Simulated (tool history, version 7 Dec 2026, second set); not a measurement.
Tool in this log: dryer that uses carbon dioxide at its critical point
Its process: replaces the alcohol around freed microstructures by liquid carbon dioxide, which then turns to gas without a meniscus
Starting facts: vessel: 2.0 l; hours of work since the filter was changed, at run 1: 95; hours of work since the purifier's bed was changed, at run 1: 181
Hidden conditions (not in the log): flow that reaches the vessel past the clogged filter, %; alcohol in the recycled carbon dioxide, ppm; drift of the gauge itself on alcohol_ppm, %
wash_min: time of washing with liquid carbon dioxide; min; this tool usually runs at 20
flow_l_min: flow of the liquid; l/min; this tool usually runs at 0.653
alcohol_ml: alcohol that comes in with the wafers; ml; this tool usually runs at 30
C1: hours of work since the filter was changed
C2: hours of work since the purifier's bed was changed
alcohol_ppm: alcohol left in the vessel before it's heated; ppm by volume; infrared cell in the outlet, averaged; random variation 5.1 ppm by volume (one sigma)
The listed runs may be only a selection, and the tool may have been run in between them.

run 1 hour=0 | wash_min=20 flow_l_min=0.653 alcohol_ml=30 | C1=95 C2=181 | alcohol_ppm=173
run 2 hour=9 | wash_min=20 flow_l_min=0.653 alcohol_ml=30 | C1=98 C2=185 | alcohol_ppm=166
run 3 hour=24.3 | wash_min=20 flow_l_min=0.653 alcohol_ml=30 | C1=104 C2=191 | alcohol_ppm=176
run 4 hour=38.4 | wash_min=20 flow_l_min=0.653 alcohol_ml=30 | C1=110 C2=196 | alcohol_ppm=181
run 5 hour=51.6 | wash_min=20 flow_l_min=0.653 alcohol_ml=66 | C1=115 C2=202 | alcohol_ppm=297
run 6 hour=60.5 | wash_min=20 flow_l_min=0.653 alcohol_ml=27 | C1=119 C2=205 | alcohol_ppm=180
run 7 hour=73.5 | wash_min=20 flow_l_min=0.653 alcohol_ml=30 | C1=124 C2=210 | alcohol_ppm=184
run 8 hour=85.4 | wash_min=15 flow_l_min=0.653 alcohol_ml=30 | C1=128 C2=215 | alcohol_ppm=432
run 9 hour=101.6 | wash_min=15 flow_l_min=0.653 alcohol_ml=30 | C1=135 C2=221 | alcohol_ppm=446
run 10 hour=114.4 | wash_min=15 flow_l_min=0.653 alcohol_ml=30 | C1=140 C2=226 | alcohol_ppm=464
run 11 hour=124 | wash_min=15 flow_l_min=0.653 alcohol_ml=30 | C1=144 C2=230 | alcohol_ppm=469
run 12 hour=136.7 | wash_min=16 flow_l_min=0.653 alcohol_ml=30 | C1=149 C2=235 | alcohol_ppm=384
run 13 hour=146.5 | wash_min=12 flow_l_min=1.078 alcohol_ml=65 | C1=153 C2=239 | alcohol_ppm=339
-- hour=153.1 inlet filter changed
run 14 hour=159.8 | wash_min=21 flow_l_min=0.653 alcohol_ml=44 | C1=3 C2=244 | alcohol_ppm=170
run 15 hour=173.3 | wash_min=27 flow_l_min=0.653 alcohol_ml=30 | C1=8 C2=249 | alcohol_ppm=128
run 16 hour=182.7 | wash_min=29 flow_l_min=0.559 alcohol_ml=118 | C1=12 C2=253 | alcohol_ppm=170
run 17 hour=195.7 | wash_min=29 flow_l_min=0.559 alcohol_ml=118 | C1=17 C2=258 | alcohol_ppm=173
run 18 hour=209.7 | wash_min=27 flow_l_min=0.559 alcohol_ml=52 | C1=22 C2=264 | alcohol_ppm=176

Entry by entry between the runs, the difference in hidden state between the last listed run before and the first listed run after:
Between runs 13 and 14: inlet filter changed (hour 153.1)
  flow that reaches the vessel past the clogged filter, %: 86.7 -> 99.7; alcohol in the recycled carbon dioxide, ppm: 108.8 -> 110.8
  difference, measured minus the result without the unlogged condition, alcohol_ppm: +229 -> +106 ppm by volume
